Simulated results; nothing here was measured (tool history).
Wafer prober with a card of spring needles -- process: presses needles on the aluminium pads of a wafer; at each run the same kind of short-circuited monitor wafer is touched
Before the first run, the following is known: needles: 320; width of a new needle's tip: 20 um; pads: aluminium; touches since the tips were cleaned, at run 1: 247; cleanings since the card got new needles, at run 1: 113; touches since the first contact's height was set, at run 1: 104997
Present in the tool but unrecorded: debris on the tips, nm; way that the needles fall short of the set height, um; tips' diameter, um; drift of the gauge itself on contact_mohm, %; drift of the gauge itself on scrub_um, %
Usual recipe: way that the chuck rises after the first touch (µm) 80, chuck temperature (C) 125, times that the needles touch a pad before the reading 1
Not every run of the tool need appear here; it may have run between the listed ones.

run    day  way that the chuck rises after the first touch (µm)  chuck temperature (C)  times that the needles touch a pad before the reading  touches since the tips were cleaned  cleanings since the card got new needles  touches since the first contact's height was set  resistance of one needle with its contact and lead (mohm)  way that a needle slides on the pad (µm)
  1      0                                                   80                    125                                                      1                                  247                                       113                                            104997                                                        302                                     17.42
     0.212  -- tips cleaned on abrasive film
     0.475  -- tips cleaned on abrasive film
  2  0.608                                                   80                    125                                                      1                                 1709                                       115                                            112818                                                        334                                     17.31
       0.7  -- tips cleaned on abrasive film
     0.912  -- tips cleaned on abrasive film
  3  1.046                                                   80                    125                                                      1                                 1789                                       117                                            118473                                                        336                                     17.22
     1.154  -- tips cleaned on abrasive film
     1.317  -- height of the first contact set anew
     1.425  -- tips cleaned on abrasive film
     1.638  -- tips cleaned on abrasive film
  4   1.65                                                   80                    125                                                      1                                  169                                       120                                              4247                                                        300                                     18.07
     1.858  -- tips cleaned on abrasive film
     2.112  -- tips cleaned on abrasive film
  5  2.133                                                   80                    125                                                      1                                  231                                       122                                             10451                                                        299                                     18.03
     2.346  -- tips cleaned on abrasive film
     2.554  -- tips cleaned on abrasive film
     2.808  -- tips cleaned on abrasive film
     3.062  -- tips cleaned on abrasive film
  6  3.096                                                   80                    125                                                      1                                  457                                       126                                             22865                                                        306                                     17.95
     3.308  -- tips cleaned on abrasive film
     3.529  -- tips cleaned on abrasive film
  7  3.529                                                   80                    125                                                      1                                    0                                       128                                             28415                                                        297                                     17.77
     3.742  -- tips cleaned on abrasive film
     3.954  -- tips cleaned on abrasive film
     4.208  -- tips cleaned on abrasive film
  8  4.229                                                   80                    125                                                      1                                  270                                       131                                             37384                                                        307                                     17.77
     4.442  -- tips cleaned on abrasive film
     4.696  -- tips cleaned on abrasive film
  9  4.783                                                   80                    125                                                      1                                 1151                                       133                                             44525                                                        315                                     17.74
     4.946  -- tips cleaned on abrasive film
     5.192  -- tips cleaned on abrasive film
     5.446  -- tips cleaned on abrasive film
 10  5.558                                                   80                     27                                                      1                                 1463                                       136                                             54474                                                        307                                     17.69
     5.662  -- tips cleaned on abrasive film
     5.921  -- tips cleaned on abrasive film
      6.05  -- tips cleaned on abrasive film, once more
 11   6.05                                                   72                     53                                                      2                                    0                                       139                                             60744                                                        274                                      15.9
     6.296  -- tips cleaned on abrasive film
     6.533  -- tips cleaned on abrasive film
     6.746  -- tips cleaned on abrasive film
 12  6.846                                                   80                    125                                                      1                                 1329                                       142                                             71010                                                        324                                     17.68
     7.008  -- tips cleaned on abrasive film
     7.262  -- tips cleaned on abrasive film
 13  7.321                                                   80                    125                                                      1                                  778                                       144                                             77095                                                        319                                     17.54
     7.475  -- tips cleaned on abrasive film
     7.688  -- tips cleaned on abrasive film
      7.95  -- tips cleaned on abrasive film
     8.204  -- tips cleaned on abrasive film
 14  8.267                                                   80                    125                                                      1                                  821                                       148                                             89265                                                        315                                     17.53
     8.425  -- tips cleaned on abrasive film
     8.679  -- tips cleaned on abrasive film
     8.892  -- tips cleaned on abrasive film
     9.146  -- tips cleaned on abrasive film
 15  9.192                                                   61                     26                                                      3                                  601                                       152                                            101100                                                        286                                     13.15
       9.4  -- tips cleaned on abrasive film
      9.65  -- tips cleaned on abrasive film
     9.908  -- tips cleaned on abrasive film
 16  9.983                                                   90                     26                                                      2                                 1003                                       155                                            111323                                                        276                                     19.65

Predict the results of run 17:
     10.138  -- tips cleaned on abrasive film
     10.383  -- tips cleaned on abrasive film
     10.6  -- tips cleaned on abrasive film
 17  10.6                                                   77                    125                                                      1                                    0                                       158                                            119207                                                          ?                                         ?

resistance of one needle with its contact and lead (mohm): 302
way that a needle slides on the pad (µm): 16.73
The same run, on a tool lacking any hidden state, would have yielded resistance of one needle with its contact and lead (mohm) 288, way that a needle slides on the pad (µm) 17.43.
